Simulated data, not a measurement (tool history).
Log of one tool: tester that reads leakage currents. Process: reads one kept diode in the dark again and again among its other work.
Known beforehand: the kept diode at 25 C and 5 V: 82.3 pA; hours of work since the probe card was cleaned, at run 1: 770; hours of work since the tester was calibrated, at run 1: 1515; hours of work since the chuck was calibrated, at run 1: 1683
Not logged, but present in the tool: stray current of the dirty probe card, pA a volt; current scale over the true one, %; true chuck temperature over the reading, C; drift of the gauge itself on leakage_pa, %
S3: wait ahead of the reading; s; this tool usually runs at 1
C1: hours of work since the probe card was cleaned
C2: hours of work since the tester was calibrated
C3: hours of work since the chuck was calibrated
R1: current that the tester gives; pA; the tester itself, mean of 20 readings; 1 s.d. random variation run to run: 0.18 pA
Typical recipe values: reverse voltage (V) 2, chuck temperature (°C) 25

{"run": 1, "hour": 0.0, "reverse voltage (V)": 2, "chuck temperature (°C)": 25, "S3": 1, "C1": 770, "C2": 1515, "C3": 1683, "R1": 65.42}
{"run": 2, "hour": 50.8, "reverse voltage (V)": 2, "chuck temperature (°C)": 25, "S3": 1, "C1": 805, "C2": 1550, "C3": 1717, "R1": 66.24}
{"run": 3, "hour": 78.2, "reverse voltage (V)": 2, "chuck temperature (°C)": 25, "S3": 1, "C1": 824, "C2": 1569, "C3": 1736, "R1": 66.15}
{"run": 4, "hour": 117.6, "reverse voltage (V)": 2, "chuck temperature (°C)": 25, "S3": 1, "C1": 851, "C2": 1596, "C3": 1763, "R1": 66.24}
{"run": 5, "hour": 152.2, "reverse voltage (V)": 2, "chuck temperature (°C)": 25, "S3": 1, "C1": 874, "C2": 1619, "C3": 1787, "R1": 66.73}
{"run": 6, "hour": 208.8, "reverse voltage (V)": 2, "chuck temperature (°C)": 33, "S3": 1, "C1": 913, "C2": 1658, "C3": 1825, "R1": 125.22}
{"run": 7, "hour": 238.7, "reverse voltage (V)": 2, "chuck temperature (°C)": 33, "S3": 1, "C1": 934, "C2": 1678, "C3": 1846, "R1": 126.61}
{"run": 8, "hour": 288.0, "reverse voltage (V)": 18.45, "chuck temperature (°C)": 25, "S3": 1, "C1": 967, "C2": 1712, "C3": 1879, "R1": 190.26}
{"run": 9, "hour": 317.1, "reverse voltage (V)": 2, "chuck temperature (°C)": 25, "S3": 1, "C1": 987, "C2": 1732, "C3": 1899, "R1": 67.41}
{"run": 10, "hour": 345.3, "reverse voltage (V)": 2, "chuck temperature (°C)": 25, "S3": 1, "C1": 1006, "C2": 1751, "C3": 1919, "R1": 67.56}
{"run": 11, "hour": 404.8, "reverse voltage (V)": 2, "chuck temperature (°C)": 25, "S3": 1, "C1": 1047, "C2": 1792, "C3": 1959, "R1": 67.73}
{"run": 12, "hour": 443.2, "reverse voltage (V)": 2.32, "chuck temperature (°C)": 25, "S3": 1, "C1": 1073, "C2": 1818, "C3": 1986, "R1": 72.77}
{"run": 13, "hour": 494.7, "reverse voltage (V)": 15.29, "chuck temperature (°C)": 25, "S3": 1, "C1": 1108, "C2": 1853, "C3": 2021, "R1": 177.44}
{"run": 14, "hour": 526.9, "reverse voltage (V)": 15.29, "chuck temperature (°C)": 25, "S3": 1, "C1": 1130, "C2": 1875, "C3": 2043, "R1": 179.76}
{"run": 15, "hour": 572.4, "reverse voltage (V)": 15.29, "chuck temperature (°C)": 25, "S3": 1, "C1": 1162, "C2": 1906, "C3": 2074, "R1": 179.61}
{"run": 16, "hour": 597.6, "reverse voltage (V)": 15.29, "chuck temperature (°C)": 25, "S3": 1, "C1": 1179, "C2": 1924, "C3": 2091, "R1": 181.35}
{"run": 17, "hour": 650.7, "reverse voltage (V)": 15.29, "chuck temperature (°C)": 25, "S3": 1, "C1": 1215, "C2": 1960, "C3": 2127, "R1": 181.61}
{"run": 18, "hour": 703.6, "reverse voltage (V)": 15.29, "chuck temperature (°C)": 25, "S3": 2.9, "C1": 1251, "C2": 1996, "C3": 2163, "R1": 181.67}
{"run": 19, "hour": 760.6, "reverse voltage (V)": 2, "chuck temperature (°C)": 25, "S3": 1, "C1": 1290, "C2": 2035, "C3": 2202, "R1": 69.7}
{"run": 20, "hour": 814.6, "reverse voltage (V)": 2, "chuck temperature (°C)": 25, "S3": 1, "C1": 1327, "C2": 2072, "C3": 2239, "R1": 70.21}
{"run": 21, "hour": 862.5, "reverse voltage (V)": 3.42, "chuck temperature (°C)": 43, "S3": 2.47, "C1": 1360, "C2": 2105, "C3": 2272, "R1": 343.87}
{"hour": 895.2, "done": "chuck's temperature calibrated"}
{"run": 22, "hour": 898.3, "reverse voltage (V)": 3.73, "chuck temperature (°C)": 27, "S3": 1.81, "C1": 1383, "C2": 2128, "C3": 2, "R1": 96.62}
{"hour": 912.5, "done": "probe card cleaned and baked"}
{"run": 23, "hour": 942.7, "reverse voltage (V)": 2.99, "chuck temperature (°C)": 53, "S3": 1.73, "C1": 21, "C2": 2156, "C3": 30, "R1": 583.49}
{"run": 24, "hour": 974.5, "reverse voltage (V)": 6.89, "chuck temperature (°C)": 53, "S3": 5.2, "C1": 42, "C2": 2178, "C3": 52, "R1": 816.56}
{"run": 25, "hour": 1024.3, "reverse voltage (V)": 6.89, "chuck temperature (°C)": 53, "S3": 5.2, "C1": 76, "C2": 2212, "C3": 86, "R1": 821.7}
{"run": 26, "hour": 1062.1, "reverse voltage (V)": 1.72, "chuck temperature (°C)": 53, "S3": 0.64, "C1": 102, "C2": 2238, "C3": 112, "R1": 469.85}
{"run": 27, "hour": 1105.4, "reverse voltage (V)": 6.57, "chuck temperature (°C)": 25, "S3": 7.47, "C1": 132, "C2": 2267, "C3": 142, "R1": 94.13}
{"run": 28, "hour": 1139.9, "reverse voltage (V)": 16.58, "chuck temperature (°C)": 44, "S3": 0.98, "C1": 155, "C2": 2291, "C3": 165, "R1": 612.79}
{"run": 29, "hour": 1174.1, "reverse voltage (V)": 15.76, "chuck temperature (°C)": 25, "S3": 1, "C1": 179, "C2": 2314, "C3": 189, "R1": 140.45}
{"run": 30, "hour": 1224.4, "reverse voltage (V)": 15.76, "chuck temperature (°C)": 25, "S3": 2.49, "C1": 213, "C2": 2349, "C3": 223, "R1": 138.92}
{"run": 31, "hour": 1282.0, "reverse voltage (V)": 15.76, "chuck temperature (°C)": 25, "S3": 2.49, "C1": 252, "C2": 2388, "C3": 262, "R1": 140.96}
{"run": 32, "hour": 1332.8, "reverse voltage (V)": 2, "chuck temperature (°C)": 38, "S3": 0.52, "C1": 287, "C2": 2423, "C3": 297, "R1": 166.74}
{"run": 33, "hour": 1381.1, "reverse voltage (V)": 16.26, "chuck temperature (°C)": 48, "S3": 1, "C1": 320, "C2": 2456, "C3": 330, "R1": 826.18}
{"run": 34, "hour": 1424.9, "reverse voltage (V)": 16.26, "chuck temperature (°C)": 48, "S3": 1, "C1": 350, "C2": 2485, "C3": 360, "R1": 829.07}
{"run": 35, "hour": 1463.9, "reverse voltage (V)": 1.25, "chuck temperature (°C)": 37, "S3": 1, "C1": 377, "C2": 2512, "C3": 386, "R1": 128.23}
{"run": 36, "hour": 1519.0, "reverse voltage (V)": 1.22, "chuck temperature (°C)": 37, "S3": 2.9, "C1": 414, "C2": 2550, "C3": 424, "R1": 127.48}
{"run": 37, "hour": 1574.0, "reverse voltage (V)": 2, "chuck temperature (°C)": 25, "S3": 1.65, "C1": 452, "C2": 2587, "C3": 462, "R1": 60.41}
{"run": 38, "hour": 1632.3, "reverse voltage (V)": 2, "chuck temperature (°C)": 21, "S3": 0.44, "C1": 492, "C2": 2627, "C3": 502, "R1": 44.57}
{"run": 39, "hour": 1665.6, "reverse voltage (V)": 7.25, "chuck temperature (°C)": 21, "S3": 0.54, "C1": 515, "C2": 2650, "C3": 524, "R1": 79.85}
{"run": 40, "hour": 1704.5, "reverse voltage (V)": 1.84, "chuck temperature (°C)": 51, "S3": 0.55, "C1": 541, "C2": 2677, "C3": 551, "R1": 429.81}

3 ways to go on from here, each from the tool as it stands after run 40. What would each give?
{"run": "A", "hour": 1736.3, "reverse voltage (V)": 4.69, "chuck temperature (°C)": 30, "S3": 1.32, "C1": 563, "C2": 2698, "C3": 573, "R1": "?"}
{"run": "B", "hour": 1736.3, "reverse voltage (V)": 15.45, "chuck temperature (°C)": 43, "S3": 0.55, "C1": 563, "C2": 2698, "C3": 573, "R1": "?"}
{"run": "C", "hour": 1736.3, "reverse voltage (V)": 4.03, "chuck temperature (°C)": 25, "S3": 1, "C1": 563, "C2": 2698, "C3": 573, "R1": "?"}

run=A R1=131.09
run=B R1=580.2
run=C R1=83.05
What these runs would have given with no unlogged condition in the tool:
run=A R1=122.8
run=B R1=550.8
run=C R1=76.57
